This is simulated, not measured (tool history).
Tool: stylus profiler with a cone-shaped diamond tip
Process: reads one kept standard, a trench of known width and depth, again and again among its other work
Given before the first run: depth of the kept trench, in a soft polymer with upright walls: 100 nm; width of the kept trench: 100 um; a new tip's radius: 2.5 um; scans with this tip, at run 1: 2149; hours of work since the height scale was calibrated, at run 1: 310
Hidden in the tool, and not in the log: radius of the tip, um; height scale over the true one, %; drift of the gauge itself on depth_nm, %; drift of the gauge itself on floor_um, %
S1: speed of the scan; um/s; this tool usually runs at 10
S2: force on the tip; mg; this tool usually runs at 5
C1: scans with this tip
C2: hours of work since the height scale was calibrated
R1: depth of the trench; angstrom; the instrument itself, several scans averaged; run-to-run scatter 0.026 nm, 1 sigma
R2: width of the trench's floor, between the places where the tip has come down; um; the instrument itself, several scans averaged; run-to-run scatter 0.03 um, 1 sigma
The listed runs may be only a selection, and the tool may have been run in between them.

Run 1, hour 0: usual settings; C1 2149; C2 310. Result: R1 1026.5 angstrom, R2 98.58 um.
Run 2, hour 23.1: usual settings; C1 2249; C2 324. Result: R1 1026.4 angstrom, R2 98.58 um.
Run 3, hour 39.8: usual settings; C1 2321; C2 334. Result: R1 1026.4 angstrom, R2 98.65 um.
Run 4, hour 52.2: usual settings; C1 2374; C2 342. Result: R1 1025.9 angstrom, R2 98.59 um.
Run 5, hour 68.5: usual settings; C1 2444; C2 352. Result: R1 1025.8 angstrom, R2 98.54 um.
Run 6, hour 78.3: usual settings; C1 2487; C2 358. Result: R1 1026.4 angstrom, R2 98.56 um.
Run 7, hour 98.1: usual settings but S1 2 um/s, S2 3.06 mg; C1 2572; C2 371. Result: R1 1018.8 angstrom, R2 98.64 um.
Run 8, hour 111.2: usual settings but S1 4 um/s, S2 3.06 mg; C1 2629; C2 379. Result: R1 1018.8 angstrom, R2 98.58 um.
Run 9, hour 132.2: usual settings but S1 11 um/s; C1 2719; C2 392. Result: R1 1025.9 angstrom, R2 98.56 um.
Run 10, hour 151.5: usual settings but S1 2 um/s, S2 1.92 mg; C1 2802; C2 404. Result: R1 1013.7 angstrom, R2 98.52 um.
Run 11, hour 172.8: usual settings but S1 2 um/s, S2 1.92 mg; C1 2894; C2 417. Result: R1 1013.7 angstrom, R2 98.6 um.

Predict each of these 4 candidate next runs independently; none follows another, all start after run 11:
Run A, hour 183.2: usual settings but S1 6 um/s, S2 1.82 mg; C1 2939; C2 424. Result: R1 ?, R2 ?.
Run B, hour 183.2: usual settings but S1 7 um/s, S2 1.92 mg; C1 2939; C2 424. Result: R1 ?, R2 ?.
Run C, hour 183.2: usual settings but S1 21 um/s, S2 1.92 mg; C1 2939; C2 424. Result: R1 ?, R2 ?.
Run D, hour 183.2: usual settings but S1 13 um/s, S2 5.74 mg; C1 2939; C2 424. Result: R1 ?, R2 ?.

run      R1     R2
  A  1013.2  98.55
  B  1013.9  98.57
  C  1013.6  98.57
  D  1028.4  98.54
The same runs, with their run-to-run variation unchanged, on a tool lacking any hidden condition would have given:
run      R1     R2
  A  1013.2  98.56
  B  1013.8  98.58
  C  1013.6  98.57
  D  1028.4  98.54
